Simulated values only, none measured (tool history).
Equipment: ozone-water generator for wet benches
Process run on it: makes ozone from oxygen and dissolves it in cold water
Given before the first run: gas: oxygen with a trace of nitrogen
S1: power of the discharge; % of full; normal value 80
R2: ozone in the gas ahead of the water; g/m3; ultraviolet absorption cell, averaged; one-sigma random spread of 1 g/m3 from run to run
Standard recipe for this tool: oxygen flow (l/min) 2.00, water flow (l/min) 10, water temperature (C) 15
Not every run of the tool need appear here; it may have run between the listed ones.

Run 1, day 0.000: usual settings. Result: dissolved ozone (ppm) 14.0, R2 169.5 g/m3.
Run 2, day 1.679: usual settings. Result: dissolved ozone (ppm) 14.1, R2 170.2 g/m3.
Run 3, day 2.746: usual settings. Result: dissolved ozone (ppm) 14.3, R2 170.5 g/m3.
Run 4, day 4.525: usual settings. Result: dissolved ozone (ppm) 14.0, R2 168.4 g/m3.
Run 5, day 6.158: usual settings. Result: dissolved ozone (ppm) 13.9, R2 170.9 g/m3.
Run 6, day 7.892: usual settings. Result: dissolved ozone (ppm) 14.3, R2 168.6 g/m3.
Run 7, day 9.029: usual settings. Result: dissolved ozone (ppm) 14.0, R2 169.0 g/m3.
Run 8, day 9.817: usual settings. Result: dissolved ozone (ppm) 14.1, R2 167.3 g/m3.
Run 9, day 11.229: usual settings. Result: dissolved ozone (ppm) 13.9, R2 169.1 g/m3.
Run 10, day 12.325: usual settings. Result: dissolved ozone (ppm) 14.0, R2 167.8 g/m3.
Run 11, day 13.975: usual settings. Result: dissolved ozone (ppm) 13.9, R2 168.6 g/m3.
Run 12, day 14.800: usual settings. Result: dissolved ozone (ppm) 13.9, R2 166.8 g/m3.
Run 13, day 16.312: usual settings. Result: dissolved ozone (ppm) 14.0, R2 166.7 g/m3.
At day 16.492: water thermometer calibrated.
Run 14, day 17.517: usual settings. Result: dissolved ozone (ppm) 13.9, R2 167.7 g/m3.
Run 15, day 18.779: usual settings. Result: dissolved ozone (ppm) 13.9, R2 168.6 g/m3.
Run 16, day 20.088: usual settings. Result: dissolved ozone (ppm) 13.8, R2 168.1 g/m3.
Run 17, day 20.867: usual settings but S1 50 % of full. Result: dissolved ozone (ppm) 9.8, R2 116.2 g/m3.
Run 18, day 22.183: usual settings but S1 50 % of full. Result: dissolved ozone (ppm) 9.7, R2 117.2 g/m3.
Run 19, day 23.667: usual settings but S1 70 % of full, oxygen flow (l/min) 1.99, water flow (l/min) 8, water temperature (C) 13. Result: dissolved ozone (ppm) 15.4, R2 151.8 g/m3.
Run 20, day 24.967: usual settings but S1 82 % of full, oxygen flow (l/min) 3.24, water flow (l/min) 11, water temperature (C) 9. Result: dissolved ozone (ppm) 15.0, R2 136.0 g/m3.
At day 25.658: water thermometer calibrated, once more.
Run 21, day 26.000: usual settings but S1 82 % of full, oxygen flow (l/min) 1.94, water flow (l/min) 9, water temperature (C) 9. Result: dissolved ozone (ppm) 16.3, R2 172.4 g/m3.
Run 22, day 27.183: usual settings but oxygen flow (l/min) 1.30, water flow (l/min) 13. Result: dissolved ozone (ppm) 9.9, R2 205.3 g/m3.
Run 23, day 29.033: usual settings but oxygen flow (l/min) 3.44, water temperature (C) 12. Result: dissolved ozone (ppm) 15.0, R2 129.7 g/m3.
Run 24, day 29.829: usual settings but S1 62 % of full, oxygen flow (l/min) 3.44, water flow (l/min) 7, water temperature (C) 12. Result: dissolved ozone (ppm) 16.2, R2 106.3 g/m3.
Run 25, day 30.600: usual settings but S1 54 % of full, oxygen flow (l/min) 2.51, water flow (l/min) 8, water temperature (C) 8. Result: dissolved ozone (ppm) 14.0, R2 109.4 g/m3.
Run 26, day 31.696: usual settings but S1 44 % of full, oxygen flow (l/min) 2.51, water flow (l/min) 8, water temperature (C) 8. Result: dissolved ozone (ppm) 12.0, R2 95.5 g/m3.
Run 27, day 33.092: usual settings but S1 98 % of full, oxygen flow (l/min) 1.60, water flow (l/min) 12, water temperature (C) 10. Result: dissolved ozone (ppm) 13.6, R2 217.4 g/m3.
Run 28, day 34.262: usual settings but S1 98 % of full, oxygen flow (l/min) 1.60, water flow (l/min) 12, water temperature (C) 10. Result: dissolved ozone (ppm) 13.4, R2 216.6 g/m3.
Run 29, day 35.642: usual settings but S1 67 % of full, oxygen flow (l/min) 1.60, water flow (l/min) 14. Result: dissolved ozone (ppm) 8.4, R2 161.5 g/m3.
Run 30, day 37.538: usual settings but S1 67 % of full, oxygen flow (l/min) 1.60, water flow (l/min) 14. Result: dissolved ozone (ppm) 8.3, R2 161.9 g/m3.
Run 31, day 39.342: usual settings but S1 85 % of full, oxygen flow (l/min) 3.16, water flow (l/min) 16, water temperature (C) 20. Result: dissolved ozone (ppm) 9.6, R2 137.5 g/m3.
Run 32, day 40.538: usual settings but S1 53 % of full, oxygen flow (l/min) 3.16, water flow (l/min) 11, water temperature (C) 20. Result: dissolved ozone (ppm) 9.1, R2 97.5 g/m3.
Run 33, day 41.688: usual settings but S1 76 % of full, oxygen flow (l/min) 3.07, water flow (l/min) 11, water temperature (C) 9. Result: dissolved ozone (ppm) 13.7, R2 130.7 g/m3.
Run 34, day 42.525: usual settings but S1 60 % of full, oxygen flow (l/min) 1.20, water flow (l/min) 15, water temperature (C) 9. Result: dissolved ozone (ppm) 6.8, R2 170.9 g/m3.

Branching from run 34: 3 alternative next runs. What would each branch give?
Run A, day 43.371: usual settings but S1 60 % of full, oxygen flow (l/min) 1.06, water flow (l/min) 15. Result: dissolved ozone (ppm) ?, R2 ?.
Run B, day 43.371: usual settings but S1 50 % of full, water flow (l/min) 16, water temperature (C) 9. Result: dissolved ozone (ppm) ?, R2 ?.
Run C, day 43.371: usual settings but S1 76 % of full, water temperature (C) 14. Result: dissolved ozone (ppm) ?, R2 ?.

run  dissolved ozone (ppm)     R2
  A                    6.3  180.5
  B                    6.5  116.5
  C                   13.3  159.6
Without the tool's hidden state the same runs would have given:
run  dissolved ozone (ppm)     R2
  A                    6.8  186.2
  B                    7.0  119.6
  C                   14.4  165.7
